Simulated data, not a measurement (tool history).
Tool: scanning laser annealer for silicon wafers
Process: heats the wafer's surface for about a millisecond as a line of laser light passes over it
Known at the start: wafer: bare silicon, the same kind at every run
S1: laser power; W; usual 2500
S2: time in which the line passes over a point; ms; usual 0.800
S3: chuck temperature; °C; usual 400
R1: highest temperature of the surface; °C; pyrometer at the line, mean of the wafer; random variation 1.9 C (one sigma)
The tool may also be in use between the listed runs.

{"run": 1, "hour": 0.0, "S1": 2500, "S2": 0.8, "S3": 400, "R1": 1222}
{"run": 2, "hour": 24.4, "S1": 2500, "S2": 0.8, "S3": 400, "R1": 1224}
{"run": 3, "hour": 46.8, "S1": 2500, "S2": 0.8, "S3": 440, "R1": 1261}
{"run": 4, "hour": 66.7, "S1": 2500, "S2": 0.8, "S3": 440, "R1": 1262}
{"run": 5, "hour": 87.8, "S1": 2500, "S2": 0.8, "S3": 440, "R1": 1262}
{"run": 6, "hour": 110.6, "S1": 2339, "S2": 0.8, "S3": 400, "R1": 1161}
{"run": 7, "hour": 126.4, "S1": 2500, "S2": 0.8, "S3": 400, "R1": 1218}
{"run": 8, "hour": 151.7, "S1": 2500, "S2": 0.589, "S3": 400, "R1": 1110}
{"run": 9, "hour": 164.7, "S1": 2467, "S2": 0.591, "S3": 400, "R1": 1102}
{"run": 10, "hour": 189.2, "S1": 2459, "S2": 0.637, "S3": 431, "R1": 1153}
{"run": 11, "hour": 203.2, "S1": 2459, "S2": 0.637, "S3": 431, "R1": 1153}
{"run": 12, "hour": 224.5, "S1": 2459, "S2": 0.637, "S3": 431, "R1": 1154}
{"run": 13, "hour": 243.5, "S1": 2459, "S2": 0.637, "S3": 435, "R1": 1157}

5 ways to go on from here, each from the tool as it stands after run 13. What would each give?
{"run": "A", "hour": 262.4, "S1": 2459, "S2": 0.637, "S3": 394, "R1": "?"}
{"run": "B", "hour": 262.4, "S1": 2500, "S2": 0.942, "S3": 400, "R1": "?"}
{"run": "C", "hour": 262.4, "S1": 2315, "S2": 0.8, "S3": 402, "R1": "?"}
{"run": "D", "hour": 262.4, "S1": 2480, "S2": 0.8, "S3": 427, "R1": "?"}
{"run": "E", "hour": 262.4, "S1": 2459, "S2": 0.892, "S3": 435, "R1": "?"}

run=A R1=1111
run=B R1=1280
run=C R1=1150
run=D R1=1232
run=E R1=1272
Without the tool's hidden state the same runs would have given:
run=A R1=1138
run=B R1=1313
run=C R1=1178
run=D R1=1262
run=E R1=1303
